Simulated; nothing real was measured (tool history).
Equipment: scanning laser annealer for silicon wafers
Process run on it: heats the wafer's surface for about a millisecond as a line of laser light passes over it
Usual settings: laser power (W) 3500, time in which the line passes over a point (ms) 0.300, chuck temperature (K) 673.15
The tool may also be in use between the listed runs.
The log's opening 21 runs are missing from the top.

run,day,laser power (W),time in which the line passes over a point (ms),chuck temperature (K),highest temperature of the surface (K)
22,23.208,3548,0.281,673.15,1434.15
23,24.317,3548,0.281,684.15,1443.15
24,25.275,3061,0.314,643.15,1316.15
25,25.962,3248,0.216,669.15,1266.15
26,27.129,3734,0.247,700.15,1447.15
# day 27.467: optics aligned, line set to its width
27,28.533,3734,0.247,700.15,1439.15
28,29.700,3435,0.300,673.15,1411.15
29,30.288,3017,0.250,692.15,1274.15
# day 31.108: optics aligned, line set to its width, once more
# day 31.192: window over the wafer cleaned
30,31.446,3223,0.228,683.15,1320.15
31,32.679,3122,0.300,673.15,1386.15
32,33.908,3505,0.222,679.15,1374.15
33,35.312,3505,0.287,706.15,1495.15
34,35.929,3505,0.287,706.15,1498.15
35,37.283,3612,0.245,693.15,1445.15
36,37.954,3612,0.245,693.15,1444.15
37,39.196,3073,0.370,683.15,1451.15
38,39.883,3464,0.264,673.15,1411.15

Consider 3 possible next runs. They are alternatives, not a sequence: every one starts from the tool as it was left by run 38. What does each give?
A,40.733,3629,0.273,641.15,?
B,40.733,3444,0.300,673.15,?
C,40.733,3746,0.238,673.15,?

run,highest temperature of the surface (K)
A,1434.15
B,1455.15
C,1439.15
Without the tool's unlogged condition, the same runs would have read:
run,highest temperature of the surface (K)
A,1457.15
B,1477.15
C,1461.15
